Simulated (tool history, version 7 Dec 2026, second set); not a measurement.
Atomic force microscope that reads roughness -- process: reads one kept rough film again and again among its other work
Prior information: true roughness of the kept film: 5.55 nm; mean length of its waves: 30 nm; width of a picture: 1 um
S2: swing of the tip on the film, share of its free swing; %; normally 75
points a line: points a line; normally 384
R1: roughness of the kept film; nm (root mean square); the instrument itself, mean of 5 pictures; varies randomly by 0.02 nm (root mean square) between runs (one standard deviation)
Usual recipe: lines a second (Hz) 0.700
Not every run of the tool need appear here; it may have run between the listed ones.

Run 1, hour 0.0: usual settings. Result: R1 3.977 nm (root mean square).
Run 2, hour 11.4: usual settings but points a line 499. Result: R1 4.013 nm (root mean square).
At hour 18.5: new tip fitted.
Run 3, hour 19.7: usual settings but lines a second (Hz) 0.995, points a line 499. Result: R1 4.716 nm (root mean square).
Run 4, hour 30.9: usual settings but lines a second (Hz) 2.205. Result: R1 4.495 nm (root mean square).
Run 5, hour 45.2: usual settings but lines a second (Hz) 2.205, S2 78 %. Result: R1 4.368 nm (root mean square).
Run 6, hour 57.9: usual settings. Result: R1 4.520 nm (root mean square).
Run 7, hour 65.6: usual settings but points a line 410. Result: R1 4.492 nm (root mean square).
Run 8, hour 71.8: usual settings. Result: R1 4.484 nm (root mean square).
Run 9, hour 78.4: usual settings but points a line 633. Result: R1 4.468 nm (root mean square).
Run 10, hour 88.9: usual settings but S2 70 %. Result: R1 4.449 nm (root mean square).
Run 11, hour 96.7: usual settings but S2 70 %. Result: R1 4.369 nm (root mean square).
Run 12, hour 108.9: usual settings but S2 78 %, points a line 280. Result: R1 4.260 nm (root mean square).
Run 13, hour 116.5: usual settings but S2 78 %, points a line 301. Result: R1 4.249 nm (root mean square).
Run 14, hour 128.2: usual settings but S2 61 %, points a line 331. Result: R1 4.270 nm (root mean square).
Run 15, hour 139.3: usual settings but lines a second (Hz) 1.659, S2 77 %, points a line 331. Result: R1 4.053 nm (root mean square).
Run 16, hour 152.6: usual settings but S2 70 %, points a line 789. Result: R1 4.211 nm (root mean square).
Run 17, hour 163.9: usual settings but S2 70 %, points a line 789. Result: R1 4.128 nm (root mean square).
Run 18, hour 170.5: usual settings but S2 70 %, points a line 789. Result: R1 4.104 nm (root mean square).
Run 19, hour 178.3: usual settings but lines a second (Hz) 3.941, S2 86 %, points a line 1001. Result: R1 3.401 nm (root mean square).

The logged runs with the hidden state left out (each run's random variation unchanged):
Hidden conditions of the tool in this case: radius of the tip, nm; height scale over the true one, %; drift of the gauge itself on roughness_nm, %.
run     R1
  1  4.773
  2  4.866
  3  4.778
  4  4.611
  5  4.556
  6  4.776
  7  4.788
  8  4.808
  9  4.824
 10  4.849
 11  4.802
 12  4.734
 13  4.758
 14  4.835
 15  4.640
 16  4.879
 17  4.837
 18  4.841
 19  4.045
